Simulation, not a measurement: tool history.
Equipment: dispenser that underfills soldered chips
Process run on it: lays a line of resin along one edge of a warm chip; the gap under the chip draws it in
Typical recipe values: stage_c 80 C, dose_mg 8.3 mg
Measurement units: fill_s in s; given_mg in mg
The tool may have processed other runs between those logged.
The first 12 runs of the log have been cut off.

run   hour  stage_c  dose_mg  fill_s  given_mg
        79  -- new syringe of resin
 13   81.6       75      8.3   115.9      7.61
 14   89.2       80     9.89   140.6      8.99
      94.5  -- new syringe of resin
      97.3  -- dispensing valve cleaned and set on the balance
 15   98.9       80     9.89    92.4      9.89
 16  104.1       80     9.89   129.1      9.82
 17  109.2       80     9.89     169       9.8
     110.8  -- new syringe of resin
 18    118       80      8.3   120.8      8.25
 19  122.6       72      8.3   224.5      8.17
     125.9  -- new syringe of resin
 20  128.8       74     8.05   123.4       7.9
 21  132.7       85     8.05    97.3      7.83
 22  137.3       87    10.48   106.6     10.19
       141  -- new syringe of resin
 23  146.8       87    10.48    78.4     10.09
 24  155.5       66    10.18   343.9      9.73
     156.5  -- new syringe of resin
 25  162.4       77      8.3   130.4      7.88
 26  168.7       82      8.3   149.1      7.83
     172.1  -- new syringe of resin
 27  177.2       81     7.11     111      6.61
 28    182       72     7.16   216.9      6.66
     187.5  -- new syringe of resin
 29  189.9       72     7.16   146.4      6.68
 30  198.9       72     7.16   241.3      6.65
     203.2  -- new syringe of resin
 31  205.7       72     7.16     151      6.62
 32  214.1       72     7.16     238      6.54
     218.7  -- new syringe of resin
 33    222       86     7.46    80.1      6.75
 34  229.8       86     7.46   126.2      6.76
     234.5  -- new syringe of resin
     237.7  -- dispensing valve cleaned and set on the balance
 35  237.8       86     9.32      71      9.38
 36  244.9       87     9.71    99.1      9.66
       251  -- new syringe of resin
 37  253.7       66     7.16     192      7.07

Predict each of these 3 candidate next runs independently; none follows another, all start after run 37:
  A  258.4       80     8.42       ?         ?
  B  258.4       66    10.48       ?         ?
  C  258.4       86     7.89       ?         ?

run  fill_s  given_mg
  A   122.3      8.25
  B   237.8     10.36
  C    95.7      7.77
Take away the tool's hidden state, keep each run's random variation, and the runs would have read:
run  fill_s  given_mg
  A    72.1      8.35
  B   139.2     10.49
  C    56.8      7.86
